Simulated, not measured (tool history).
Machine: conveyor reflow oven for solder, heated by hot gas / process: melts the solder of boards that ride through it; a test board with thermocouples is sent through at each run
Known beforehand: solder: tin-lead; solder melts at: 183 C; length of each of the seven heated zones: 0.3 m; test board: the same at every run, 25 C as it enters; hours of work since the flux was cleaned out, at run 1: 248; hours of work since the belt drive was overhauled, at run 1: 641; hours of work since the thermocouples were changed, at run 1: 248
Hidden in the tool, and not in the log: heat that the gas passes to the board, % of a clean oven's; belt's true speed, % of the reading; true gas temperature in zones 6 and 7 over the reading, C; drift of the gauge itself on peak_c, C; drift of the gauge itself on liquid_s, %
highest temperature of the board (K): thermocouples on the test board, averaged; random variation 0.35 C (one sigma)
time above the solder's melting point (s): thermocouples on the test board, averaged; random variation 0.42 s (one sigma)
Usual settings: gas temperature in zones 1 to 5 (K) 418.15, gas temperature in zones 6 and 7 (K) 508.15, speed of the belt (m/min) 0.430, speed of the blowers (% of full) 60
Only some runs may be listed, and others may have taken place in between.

run   hour  gas temperature in zones 1 to 5 (K)  gas temperature in zones 6 and 7 (K)  speed of the belt (m/min)  speed of the blowers (% of full)  hours of work since the flux was cleaned out  hours of work since the belt drive was overhauled  hours of work since the thermocouples were changed  highest temperature of the board (K)  time above the solder's melting point (s)
  1    0.0                               418.15                                508.15                      0.430                                60                                           248                                                641                                                 248                                485.45                                       59.4
  2   42.5                               405.15                                508.15                      0.430                                60                                           274                                                667                                                 274                                481.55                                       49.7
  3  111.6                               405.15                                508.15                      0.430                                60                                           315                                                708                                                 315                                481.15                                       50.6
     153.8  -- belt drive overhauled, speed set with a stopwatch
  4  158.2                               412.15                                508.15                      0.430                                60                                           340                                                  3                                                 340                                482.65                                       52.7
  5  212.0                               412.15                                508.15                      0.430                                60                                           373                                                 35                                                 373                                481.75                                       52.9
  6  276.9                               418.15                                508.15                      0.430                                66                                           411                                                 74                                                 411                                485.55                                       57.9
  7  321.2                               418.15                                508.15                      0.430                                60                                           438                                                100                                                 438                                482.55                                       55.5
  8  354.3                               418.15                                508.15                      0.430                                60                                           458                                                120                                                 458                                483.25                                       56.0
     362.5  -- flux residue cleaned out of gas plates and filters
  9  415.0                               423.15                                501.15                      0.430                                55                                            31                                                153                                                 491                                480.45                                       56.8
 10  470.9                               425.15                                499.15                      0.430                                60                                            65                                                187                                                 525                                480.75                                       58.1
 11  543.5                               425.15                                499.15                      0.430                                60                                           108                                                230                                                 568                                479.85                                       57.1
 12  594.1                               427.15                                508.15                      0.430                                54                                           139                                                261                                                 598                                485.95                                       63.7
 13  631.0                               410.15                                511.15                      0.350                                87                                           161                                                283                                                 620                                497.85                                       85.6
 14  672.1                               425.15                                503.15                      0.430                                64                                           185                                                307                                                 645                                483.05                                       61.7
 15  724.0                               418.15                                508.15                      0.345                                81                                           216                                                338                                                 676                                494.65                                       88.3
 16  778.5                               418.15                                510.15                      0.341                                80                                           249                                                371                                                 709                                497.15                                       90.2

For some of the steps in highest temperature of the board (K) from one run to the next: how much would appear even if the tool had no hidden state, given the settings, what came in and random variation, and how much remains for the hidden state plus any gauge scatter that the measured result and the result without hidden state don't share?
Run 8 -> 9: gas temperature in zones 1 to 5 (K) 418.15 -> 423.15, gas temperature in zones 6 and 7 (K) 508.15 -> 501.15, speed of the blowers (% of full) 60 -> 55, flux residue cleaned out of gas plates and filters. highest temperature of the board (K) -2.80: hidden state +4.00, all else -6.80.
Run 13 -> 14: gas temperature in zones 1 to 5 (K) 410.15 -> 425.15, gas temperature in zones 6 and 7 (K) 511.15 -> 503.15, speed of the belt (m/min) 0.350 -> 0.430, speed of the blowers (% of full) 87 -> 64. highest temperature of the board (K) -14.80: hidden state +0.00, all else -14.80.

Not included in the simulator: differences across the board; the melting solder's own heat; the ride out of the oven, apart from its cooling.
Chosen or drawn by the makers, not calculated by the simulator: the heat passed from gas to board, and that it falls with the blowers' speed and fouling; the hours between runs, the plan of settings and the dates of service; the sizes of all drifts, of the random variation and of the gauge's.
